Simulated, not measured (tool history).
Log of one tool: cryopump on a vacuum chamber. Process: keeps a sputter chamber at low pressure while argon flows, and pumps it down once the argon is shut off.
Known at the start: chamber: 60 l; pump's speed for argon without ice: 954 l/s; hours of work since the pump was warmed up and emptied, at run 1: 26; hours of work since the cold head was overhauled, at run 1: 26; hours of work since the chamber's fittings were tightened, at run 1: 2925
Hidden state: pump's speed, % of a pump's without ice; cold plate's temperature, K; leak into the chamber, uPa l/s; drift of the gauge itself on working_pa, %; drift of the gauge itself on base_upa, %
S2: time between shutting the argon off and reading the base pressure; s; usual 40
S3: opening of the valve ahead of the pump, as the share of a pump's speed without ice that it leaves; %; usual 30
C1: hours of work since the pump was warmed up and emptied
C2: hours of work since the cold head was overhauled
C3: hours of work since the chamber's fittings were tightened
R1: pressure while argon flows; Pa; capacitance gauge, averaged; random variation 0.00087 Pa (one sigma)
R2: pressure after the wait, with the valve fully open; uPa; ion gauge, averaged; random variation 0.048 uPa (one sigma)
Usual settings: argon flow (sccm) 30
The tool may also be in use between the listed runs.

{"run": 1, "day": 0.0, "argon flow (sccm)": 30, "S2": 40, "S3": 30, "C1": 26, "C2": 26, "C3": 2925, "R1": 0.1779, "R2": 4.6}
{"run": 2, "day": 0.658, "argon flow (sccm)": 30, "S2": 40, "S3": 30, "C1": 34, "C2": 34, "C3": 2934, "R1": 0.1773, "R2": 4.6}
{"run": 3, "day": 1.712, "argon flow (sccm)": 30, "S2": 40, "S3": 30, "C1": 48, "C2": 48, "C3": 2947, "R1": 0.1793, "R2": 4.72}
{"run": 4, "day": 2.688, "argon flow (sccm)": 30, "S2": 40, "S3": 30, "C1": 60, "C2": 60, "C3": 2959, "R1": 0.1799, "R2": 4.6}
{"run": 5, "day": 3.938, "argon flow (sccm)": 30, "S2": 40, "S3": 30, "C1": 76, "C2": 76, "C3": 2975, "R1": 0.1783, "R2": 4.6}
{"run": 6, "day": 5.15, "argon flow (sccm)": 30, "S2": 40, "S3": 30, "C1": 91, "C2": 91, "C3": 2990, "R1": 0.1788, "R2": 4.69}
{"run": 7, "day": 6.233, "argon flow (sccm)": 30, "S2": 40, "S3": 30, "C1": 105, "C2": 105, "C3": 3004, "R1": 0.1795, "R2": 4.6}

Run 8 comes next. What will it give?
{"run": 8, "day": 6.921, "argon flow (sccm)": 30, "S2": 40, "S3": 30, "C1": 114, "C2": 114, "C3": 3013, "R1": "?", "R2": "?"}

R1: 0.1787 Pa
R2: 4.70 uPa
Without the tool's hidden state the same run would have given R1 0.1757 Pa, R2 2.93 uPa.
